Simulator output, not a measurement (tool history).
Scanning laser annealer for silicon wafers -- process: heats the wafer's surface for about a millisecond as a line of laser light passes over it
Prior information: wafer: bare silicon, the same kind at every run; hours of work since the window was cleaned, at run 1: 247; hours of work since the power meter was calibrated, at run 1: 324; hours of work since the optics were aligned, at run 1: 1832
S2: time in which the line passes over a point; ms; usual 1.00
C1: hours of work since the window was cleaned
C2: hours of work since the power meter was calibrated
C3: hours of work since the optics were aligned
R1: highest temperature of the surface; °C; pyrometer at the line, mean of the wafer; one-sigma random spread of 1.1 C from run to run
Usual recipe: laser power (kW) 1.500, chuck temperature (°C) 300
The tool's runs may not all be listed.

{"run": 1, "day": 0.0, "laser power (kW)": 1.5, "S2": 1.0, "chuck temperature (°C)": 300, "C1": 247, "C2": 324, "C3": 1832, "R1": 1075}
{"run": 2, "day": 0.388, "laser power (kW)": 1.5, "S2": 1.0, "chuck temperature (°C)": 271, "C1": 251, "C2": 328, "C3": 1836, "R1": 1048}
{"run": 3, "day": 1.054, "laser power (kW)": 1.5, "S2": 1.0, "chuck temperature (°C)": 271, "C1": 258, "C2": 336, "C3": 1844, "R1": 1046}
{"run": 4, "day": 1.742, "laser power (kW)": 1.5, "S2": 1.0, "chuck temperature (°C)": 271, "C1": 266, "C2": 343, "C3": 1851, "R1": 1045}
{"run": 5, "day": 2.183, "laser power (kW)": 1.499, "S2": 1.0, "chuck temperature (°C)": 300, "C1": 270, "C2": 348, "C3": 1856, "R1": 1076}
{"run": 6, "day": 2.812, "laser power (kW)": 1.499, "S2": 1.0, "chuck temperature (°C)": 300, "C1": 277, "C2": 355, "C3": 1863, "R1": 1076}
{"run": 7, "day": 3.3, "laser power (kW)": 1.5, "S2": 1.16, "chuck temperature (°C)": 300, "C1": 283, "C2": 360, "C3": 1868, "R1": 1132}
{"run": 8, "day": 3.783, "laser power (kW)": 1.5, "S2": 1.16, "chuck temperature (°C)": 300, "C1": 288, "C2": 365, "C3": 1873, "R1": 1133}
{"day": 3.967, "done": "laser's power meter calibrated"}
{"run": 9, "day": 4.317, "laser power (kW)": 1.5, "S2": 1.0, "chuck temperature (°C)": 300, "C1": 292, "C2": 4, "C3": 1878, "R1": 1076}
{"run": 10, "day": 4.821, "laser power (kW)": 1.5, "S2": 0.88, "chuck temperature (°C)": 300, "C1": 298, "C2": 9, "C3": 1883, "R1": 1026}
{"run": 11, "day": 5.325, "laser power (kW)": 1.626, "S2": 0.97, "chuck temperature (°C)": 320, "C1": 303, "C2": 15, "C3": 1889, "R1": 1142}
{"run": 12, "day": 6.062, "laser power (kW)": 1.557, "S2": 0.75, "chuck temperature (°C)": 263, "C1": 311, "C2": 23, "C3": 1897, "R1": 960}
{"day": 6.438, "done": "laser's power meter calibrated, once more"}
{"run": 13, "day": 6.683, "laser power (kW)": 1.569, "S2": 1.0, "chuck temperature (°C)": 275, "C1": 317, "C2": 3, "C3": 1902, "R1": 1080}
{"run": 14, "day": 7.092, "laser power (kW)": 1.313, "S2": 1.0, "chuck temperature (°C)": 300, "C1": 321, "C2": 7, "C3": 1907, "R1": 980}
{"run": 15, "day": 7.788, "laser power (kW)": 1.313, "S2": 1.0, "chuck temperature (°C)": 300, "C1": 329, "C2": 15, "C3": 1914, "R1": 980}
{"run": 16, "day": 8.529, "laser power (kW)": 1.477, "S2": 1.04, "chuck temperature (°C)": 262, "C1": 337, "C2": 23, "C3": 1922, "R1": 1037}
{"day": 8.846, "done": "optics aligned, line set to its width"}
{"run": 17, "day": 9.062, "laser power (kW)": 1.5, "S2": 1.04, "chuck temperature (°C)": 261, "C1": 340, "C2": 26, "C3": 2, "R1": 1051}
{"run": 18, "day": 9.454, "laser power (kW)": 1.5, "S2": 0.79, "chuck temperature (°C)": 312, "C1": 345, "C2": 31, "C3": 7, "R1": 1001}
{"run": 19, "day": 9.758, "laser power (kW)": 1.5, "S2": 0.79, "chuck temperature (°C)": 312, "C1": 348, "C2": 34, "C3": 10, "R1": 1002}
{"run": 20, "day": 10.45, "laser power (kW)": 1.5, "S2": 0.95, "chuck temperature (°C)": 312, "C1": 355, "C2": 41, "C3": 18, "R1": 1069}

Predict each of these 5 candidate next runs independently; none follows another, all start after run 20:
{"run": "A", "day": 11.129, "laser power (kW)": 1.399, "S2": 0.87, "chuck temperature (°C)": 338, "C1": 363, "C2": 49, "C3": 25, "R1": "?"}
{"run": "B", "day": 11.129, "laser power (kW)": 1.598, "S2": 0.98, "chuck temperature (°C)": 260, "C1": 363, "C2": 49, "C3": 25, "R1": "?"}
{"run": "C", "day": 11.129, "laser power (kW)": 1.563, "S2": 0.75, "chuck temperature (°C)": 300, "C1": 363, "C2": 49, "C3": 25, "R1": "?"}
{"run": "D", "day": 11.129, "laser power (kW)": 1.457, "S2": 1.0, "chuck temperature (°C)": 300, "C1": 363, "C2": 49, "C3": 25, "R1": "?"}
{"run": "E", "day": 11.129, "laser power (kW)": 1.5, "S2": 0.95, "chuck temperature (°C)": 303, "C1": 363, "C2": 49, "C3": 25, "R1": "?"}

run=A R1=1014
run=B R1=1073
run=C R1=1000
run=D R1=1052
run=E R1=1057
Without the tool's unlogged condition, the same runs would have read:
run=A R1=1024
run=B R1=1086
run=C R1=1011
run=D R1=1064
run=E R1=1068
